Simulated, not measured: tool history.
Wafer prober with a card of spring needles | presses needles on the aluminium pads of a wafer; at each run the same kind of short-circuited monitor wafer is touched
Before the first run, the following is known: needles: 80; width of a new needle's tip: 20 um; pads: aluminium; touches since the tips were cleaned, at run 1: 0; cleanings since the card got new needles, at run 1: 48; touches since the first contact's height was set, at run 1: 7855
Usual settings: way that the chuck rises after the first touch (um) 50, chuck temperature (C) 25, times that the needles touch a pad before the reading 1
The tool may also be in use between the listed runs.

run	hour	way that the chuck rises after the first touch (um)	chuck temperature (C)	times that the needles touch a pad before the reading	touches since the tips were cleaned	cleanings since the card got new needles	touches since the first contact's height was set	resistance of one needle with its contact and lead (mohm)	way that a needle slides on the pad (um)
1	0.0	50	25	1	0	48	7855	253	10.91
# hour 7.6: tips cleaned on abrasive film
# hour 14.9: tips cleaned on abrasive film
2	18.6	50	25	1	1056	50	13131	398	10.78
# hour 22.0: tips cleaned on abrasive film
# hour 30.0: tips cleaned on abrasive film
3	35.8	50	25	3	1651	52	17985	317	10.40
# hour 37.5: tips cleaned on abrasive film
# hour 45.3: tips cleaned on abrasive film
# hour 53.1: tips cleaned on abrasive film
# hour 61.1: tips cleaned on abrasive film
4	63.6	50	25	3	715	56	25850	285	10.56
# hour 68.0: tips cleaned on abrasive film
# hour 76.2: tips cleaned on abrasive film
# hour 84.1: tips cleaned on abrasive film
5	87.4	50	25	3	952	59	32569	289	10.38
# hour 92.1: tips cleaned on abrasive film
# hour 100.0: tips cleaned on abrasive film
6	105.1	50	88	1	1465	61	37574	436	10.38
# hour 106.6: tips cleaned on abrasive film
# hour 114.5: tips cleaned on abrasive film
# hour 122.7: tips cleaned on abrasive film
7	124.6	50	88	1	541	64	43076	359	10.62
# hour 129.4: tips cleaned on abrasive film
# hour 137.6: tips cleaned on abrasive film
# hour 144.7: tips cleaned on abrasive film
# hour 152.0: tips cleaned on abrasive film
8	152.0	50	88	1	0	68	50818	276	10.36
# hour 159.8: tips cleaned on abrasive film
# hour 167.6: tips cleaned on abrasive film
# hour 174.9: tips cleaned on abrasive film
9	174.9	50	88	1	0	71	57293	294	10.30
# hour 182.9: tips cleaned on abrasive film
# hour 189.5: tips cleaned on abrasive film
# hour 197.3: tips cleaned on abrasive film
10	198.0	50	58	1	186	74	63804	319	10.11
# hour 204.7: tips cleaned on abrasive film
# hour 212.7: tips cleaned on abrasive film
# hour 219.6: tips cleaned on abrasive film
11	219.6	41	37	1	0	77	69908	287	8.09
# hour 227.4: tips cleaned on abrasive film
# hour 235.5: tips cleaned on abrasive film
# hour 243.2: tips cleaned on abrasive film
12	243.2	41	37	1	0	80	76600	289	8.08
# hour 251.1: tips cleaned on abrasive film
# hour 259.1: tips cleaned on abrasive film
# hour 266.7: tips cleaned on abrasive film
13	266.7	58	90	2	0	83	83246	269	11.44
# hour 275.0: tips cleaned on abrasive film
# hour 282.8: tips cleaned on abrasive film
14	282.9	66	46	3	38	85	87823	245	13.14
# hour 290.0: tips cleaned on abrasive film
# hour 296.6: tips cleaned on abrasive film
15	296.6	66	46	3	0	87	91690	244	13.28
# hour 304.5: tips cleaned on abrasive film
# hour 311.6: tips cleaned on abrasive film
# hour 319.5: tips cleaned on abrasive film
# hour 321.4: height of the first contact set anew
16	323.1	66	46	3	963	90	497	270	14.21
# hour 326.5: tips cleaned on abrasive film
# hour 334.2: tips cleaned on abrasive film
# hour 341.6: tips cleaned on abrasive film
17	342.9	66	46	3	372	93	6077	259	14.10
# hour 348.6: tips cleaned on abrasive film
# hour 355.9: tips cleaned on abrasive film
# hour 363.7: tips cleaned on abrasive film
# hour 370.5: tips cleaned on abrasive film
18	370.5	31	25	1	0	97	13854	331	6.46
# hour 378.1: tips cleaned on abrasive film
# hour 385.7: tips cleaned on abrasive film
19	387.7	31	25	1	577	99	18728	568	6.53
# hour 392.6: tips cleaned on abrasive film
# hour 400.7: tips cleaned on abrasive film
20	401.9	31	25	1	351	101	22733	467	6.50

Branching from run 20: 5 alternative next runs. What would each branch give?
# hour 407.9: tips cleaned on abrasive film
# hour 416.2: tips cleaned on abrasive film
# hour 423.7: tips cleaned on abrasive film
A	430.2	39	33	3	1850	104	30748	?	?
# hour 407.9: tips cleaned on abrasive film
# hour 416.2: tips cleaned on abrasive film
# hour 423.7: tips cleaned on abrasive film
B	430.2	65	66	1	1850	104	30748	?	?
# hour 407.9: tips cleaned on abrasive film
# hour 416.2: tips cleaned on abrasive film
# hour 423.7: tips cleaned on abrasive film
C	430.2	33	61	3	1850	104	30748	?	?
# hour 407.9: tips cleaned on abrasive film
# hour 416.2: tips cleaned on abrasive film
# hour 423.7: tips cleaned on abrasive film
D	430.2	45	84	1	1850	104	30748	?	?
# hour 407.9: tips cleaned on abrasive film
# hour 416.2: tips cleaned on abrasive film
# hour 423.7: tips cleaned on abrasive film
E	430.2	44	100	3	1850	104	30748	?	?

run	resistance of one needle with its contact and lead (mohm)	way that a needle slides on the pad (um)
A	411	8.12
B	394	13.74
C	470	6.78
D	556	9.44
E	378	9.32
Without the tool's hidden state the same runs would have given:
run	resistance of one needle with its contact and lead (mohm)	way that a needle slides on the pad (um)
A	255	8.41
B	246	14.03
C	265	7.07
D	264	9.73
E	266	9.61
